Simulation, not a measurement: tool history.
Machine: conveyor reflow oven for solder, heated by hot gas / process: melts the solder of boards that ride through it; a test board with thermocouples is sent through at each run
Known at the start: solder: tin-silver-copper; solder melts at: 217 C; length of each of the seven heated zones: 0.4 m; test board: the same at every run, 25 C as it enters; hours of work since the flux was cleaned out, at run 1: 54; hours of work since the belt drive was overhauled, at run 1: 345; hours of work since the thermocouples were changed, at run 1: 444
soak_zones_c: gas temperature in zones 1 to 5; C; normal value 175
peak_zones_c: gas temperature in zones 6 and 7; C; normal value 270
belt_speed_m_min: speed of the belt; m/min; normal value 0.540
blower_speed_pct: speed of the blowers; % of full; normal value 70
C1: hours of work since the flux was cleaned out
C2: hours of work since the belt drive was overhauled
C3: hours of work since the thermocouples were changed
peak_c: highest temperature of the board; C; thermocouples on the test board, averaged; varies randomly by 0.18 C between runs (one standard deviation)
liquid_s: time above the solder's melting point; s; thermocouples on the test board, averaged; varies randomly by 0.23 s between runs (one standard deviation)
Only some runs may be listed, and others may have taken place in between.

Run 1, hour 0.0: usual settings; C1 54; C2 345; C3 444. Result: peak_c 255.8 C, liquid_s 70.1 s.
Run 2, hour 12.3: usual settings; C1 63; C2 353; C3 452. Result: peak_c 255.6 C, liquid_s 70.0 s.
Run 3, hour 28.4: usual settings; C1 74; C2 365; C3 464. Result: peak_c 255.7 C, liquid_s 70.3 s.
Run 4, hour 45.7: usual settings; C1 86; C2 377; C3 476. Result: peak_c 255.8 C, liquid_s 69.8 s.
Run 5, hour 58.2: usual settings; C1 95; C2 385; C3 484. Result: peak_c 255.8 C, liquid_s 70.3 s.
Run 6, hour 79.4: usual settings but soak_zones_c 182 C; C1 109; C2 400; C3 499. Result: peak_c 257.0 C, liquid_s 74.0 s.
Run 7, hour 97.1: usual settings but peak_zones_c 281 C; C1 122; C2 412; C3 511. Result: peak_c 265.5 C, liquid_s 76.9 s.
Run 8, hour 118.3: usual settings but peak_zones_c 281 C; C1 136; C2 427; C3 526. Result: peak_c 265.2 C, liquid_s 76.9 s.
Run 9, hour 146.3: usual settings but peak_zones_c 281 C, belt_speed_m_min 0.646 m/min; C1 155; C2 446; C3 545. Result: peak_c 258.3 C, liquid_s 59.0 s.
Run 10, hour 163.7: usual settings but soak_zones_c 166 C; C1 168; C2 458; C3 557. Result: peak_c 253.8 C, liquid_s 65.2 s.
Run 11, hour 191.7: usual settings but soak_zones_c 166 C; C1 187; C2 477; C3 576. Result: peak_c 254.0 C, liquid_s 65.5 s.
At hour 203.3: flux residue cleaned out of gas plates and filters.
Run 12, hour 215.7: usual settings but blower_speed_pct 64 % of full; C1 9; C2 491; C3 590. Result: peak_c 255.2 C, liquid_s 70.0 s.
Run 13, hour 237.7: usual settings but blower_speed_pct 58 % of full; C1 24; C2 506; C3 605. Result: peak_c 254.3 C, liquid_s 69.0 s.
Run 14, hour 253.8: usual settings but soak_zones_c 171 C, blower_speed_pct 58 % of full; C1 35; C2 517; C3 616. Result: peak_c 253.2 C, liquid_s 66.1 s.
Run 15, hour 267.5: usual settings but soak_zones_c 171 C, belt_speed_m_min 0.463 m/min, blower_speed_pct 58 % of full; C1 44; C2 526; C3 625. Result: peak_c 258.3 C, liquid_s 83.3 s.
Run 16, hour 279.6: usual settings but blower_speed_pct 53 % of full; C1 53; C2 535; C3 634. Result: peak_c 253.0 C, liquid_s 67.4 s.
At hour 292.6: thermocouples of zones 6 and 7 changed.
Run 17, hour 301.5: usual settings but belt_speed_m_min 0.581 m/min; C1 66; C2 548; C3 6. Result: peak_c 252.7 C, liquid_s 62.6 s.
Run 18, hour 316.1: usual settings but blower_speed_pct 74 % of full; C1 77; C2 559; C3 16. Result: peak_c 255.5 C, liquid_s 70.5 s.
Run 19, hour 339.9: usual settings but blower_speed_pct 74 % of full; C1 93; C2 575; C3 33. Result: peak_c 255.4 C, liquid_s 70.7 s.
Run 20, hour 365.8: usual settings but belt_speed_m_min 0.641 m/min, blower_speed_pct 71 % of full; C1 111; C2 593; C3 51. Result: peak_c 249.0 C, liquid_s 53.4 s.
Run 21, hour 378.3: usual settings but soak_zones_c 164 C, peak_zones_c 263 C, belt_speed_m_min 0.513 m/min, blower_speed_pct 56 % of full; C1 120; C2 601; C3 59. Result: peak_c 245.8 C, liquid_s 60.8 s.
Run 22, hour 394.0: usual settings but belt_speed_m_min 0.452 m/min, blower_speed_pct 73 % of full; C1 130; C2 612; C3 70. Result: peak_c 260.3 C, liquid_s 89.8 s.
Run 23, hour 422.2: usual settings but belt_speed_m_min 0.452 m/min, blower_speed_pct 73 % of full; C1 150; C2 632; C3 90. Result: peak_c 259.8 C, liquid_s 89.9 s.
Run 24, hour 438.6: usual settings but belt_speed_m_min 0.508 m/min, blower_speed_pct 73 % of full; C1 161; C2 643; C3 101. Result: peak_c 257.1 C, liquid_s 76.8 s.
Run 25, hour 452.6: usual settings but belt_speed_m_min 0.454 m/min; C1 171; C2 653; C3 111. Result: peak_c 259.7 C, liquid_s 88.6 s.
Run 26, hour 473.6: usual settings but soak_zones_c 173 C, belt_speed_m_min 0.605 m/min, blower_speed_pct 68 % of full; C1 185; C2 667; C3 125. Result: peak_c 250.1 C, liquid_s 57.2 s.
At hour 487.4: flux residue cleaned out of gas plates and filters.
Run 27, hour 492.4: usual settings but soak_zones_c 164 C, belt_speed_m_min 0.440 m/min, blower_speed_pct 56 % of full; C1 3; C2 677; C3 135. Result: peak_c 257.6 C, liquid_s 84.8 s.
Run 28, hour 515.9: usual settings but belt_speed_m_min 0.574 m/min, blower_speed_pct 66 % of full; C1 20; C2 693; C3 151. Result: peak_c 252.7 C, liquid_s 63.5 s.
Run 29, hour 538.5: usual settings but soak_zones_c 181 C, peak_zones_c 265 C; C1 35; C2 709; C3 166. Result: peak_c 251.5 C, liquid_s 70.9 s.
Run 30, hour 564.8: usual settings but soak_zones_c 181 C, peak_zones_c 265 C; C1 54; C2 727; C3 185. Result: peak_c 252.2 C, liquid_s 70.6 s.

Predict each of these 4 candidate next runs independently; none follows another, all start after run 30:
Run A, hour 582.6: usual settings but soak_zones_c 167 C, peak_zones_c 280 C, belt_speed_m_min 0.455 m/min; C1 66; C2 739; C3 197. Result: peak_c ?, liquid_s ?.
Run B, hour 582.6: usual settings but soak_zones_c 163 C, peak_zones_c 265 C, belt_speed_m_min 0.455 m/min, blower_speed_pct 57 % of full; C1 66; C2 739; C3 197. Result: peak_c ?, liquid_s ?.
Run C, hour 582.6: usual settings but blower_speed_pct 61 % of full; C1 66; C2 739; C3 197. Result: peak_c ?, liquid_s ?.
Run D, hour 582.6: usual settings but soak_zones_c 181 C, peak_zones_c 261 C, belt_speed_m_min 0.598 m/min; C1 66; C2 739; C3 197. Result: peak_c ?, liquid_s ?.

run  peak_c  liquid_s
  A   268.3      91.6
  B   251.9      76.1
  C   254.1      68.8
  D   245.4      57.0
Stripped of hidden state, with their random variation kept, the same runs would have yielded:
run  peak_c  liquid_s
  A   267.5      89.6
  B   251.1      74.1
  C   253.3      67.0
  D   244.7      55.4
